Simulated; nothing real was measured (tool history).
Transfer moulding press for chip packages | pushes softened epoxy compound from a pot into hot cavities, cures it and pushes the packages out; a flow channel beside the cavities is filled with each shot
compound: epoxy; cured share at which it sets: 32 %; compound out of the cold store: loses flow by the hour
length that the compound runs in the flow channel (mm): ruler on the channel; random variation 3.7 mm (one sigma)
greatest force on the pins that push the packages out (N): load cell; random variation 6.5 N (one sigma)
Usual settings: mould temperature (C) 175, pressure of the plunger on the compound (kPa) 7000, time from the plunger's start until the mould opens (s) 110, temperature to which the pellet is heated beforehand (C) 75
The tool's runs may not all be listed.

| run | hour | mould temperature (C) | pressure of the plunger on the compound (kPa) | time from the plunger's start until the mould opens (s) | temperature to which the pellet is heated beforehand (C) | incoming compound's hours out of the cold store | length that the compound runs in the flow channel (mm) | greatest force on the pins that push the packages out (N) |
|---|---|---|---|---|---|---|---|---|
| 1 | 0.0 | 175 | 7000 | 110 | 75 | 41.6 | 764 | 403 |
|  | 17.4 | cavities cleaned with cleaning compound and waxed |
| 2 | 21.8 | 175 | 7000 | 110 | 75 | 40.5 | 765 | 477 |
| 3 | 38.4 | 180 | 7000 | 110 | 75 | 46.8 | 743 | 462 |
| 4 | 50.7 | 170 | 7000 | 110 | 75 | 38.7 | 787 | 686 |
|  | 60.4 | cavities cleaned with cleaning compound and waxed, once more |
| 5 | 71.7 | 170 | 7000 | 110 | 75 | 21.7 | 825 | 395 |
| 6 | 92.0 | 170 | 7000 | 110 | 75 | 39.6 | 781 | 470 |
| 7 | 101.7 | 170 | 7000 | 110 | 75 | 12.2 | 843 | 485 |
| 8 | 119.8 | 175 | 7000 | 110 | 75 | 28.1 | 791 | 388 |
| 9 | 128.2 | 175 | 7000 | 110 | 75 | 37.8 | 763 | 426 |
| 10 | 141.5 | 175 | 7000 | 137 | 75 | 10.5 | 832 | 378 |
|  | 152.0 | cavities cleaned with cleaning compound and waxed |
| 11 | 158.9 | 175 | 7000 | 147 | 75 | 42.1 | 750 | 248 |
| 12 | 177.6 | 175 | 7000 | 147 | 75 | 28.1 | 791 | 290 |
| 13 | 194.3 | 175 | 7000 | 110 | 75 | 32.1 | 773 | 372 |
| 14 | 205.0 | 173 | 7340 | 124 | 70 | 23.9 | 822 | 374 |
| 15 | 222.7 | 175 | 8290 | 137 | 75 | 32.5 | 841 | 370 |
|  | 243.3 | cavities cleaned with cleaning compound and waxed |
| 16 | 243.3 | 175 | 8290 | 137 | 75 | 35.6 | 837 | 229 |
| 17 | 255.0 | 169 | 8290 | 125 | 75 | 14.1 | 908 | 362 |
| 18 | 267.5 | 169 | 8290 | 125 | 75 | 14.3 | 913 | 373 |
|  | 275.6 | plunger's sealing rings changed |
| 19 | 286.6 | 169 | 8290 | 98 | 75 | 32.0 | 899 | 686 |
| 20 | 306.7 | 173 | 7050 | 110 | 81 | 14.9 | 848 | 447 |
| 21 | 321.5 | 175 | 8060 | 110 | 75 | 20.8 | 876 | 422 |
| 22 | 333.3 | 175 | 8060 | 110 | 75 | 23.8 | 876 | 455 |
|  | 336.0 | cavities cleaned with cleaning compound and waxed |
| 23 | 346.6 | 175 | 8060 | 110 | 75 | 26.4 | 866 | 286 |
| 24 | 364.5 | 175 | 8060 | 110 | 75 | 13.8 | 899 | 348 |
| 25 | 376.3 | 175 | 7390 | 123 | 81 | 24.0 | 834 | 331 |

4 ways to go on from here, each from the tool as it stands after run 25. What would each give?
| A | 384.5 | 173 | 7390 | 123 | 81 | 10.7 | ? | ? |
| B | 384.5 | 175 | 7800 | 121 | 81 | 17.7 | ? | ? |
| C | 384.5 | 181 | 7000 | 110 | 75 | 36.6 | ? | ? |
| D | 384.5 | 178 | 7390 | 123 | 81 | 17.2 | ? | ? |

| run | length that the compound runs in the flow channel (mm) | greatest force on the pins that push the packages out (N) |
|---|---|---|
| A | 875 | 377 |
| B | 871 | 346 |
| C | 767 | 317 |
| D | 837 | 327 |
Without the tool's hidden state the same runs would have given:
| run | length that the compound runs in the flow channel (mm) | greatest force on the pins that push the packages out (N) |
|---|---|---|
| A | 877 | 257 |
| B | 873 | 237 |
| C | 769 | 219 |
| D | 839 | 229 |
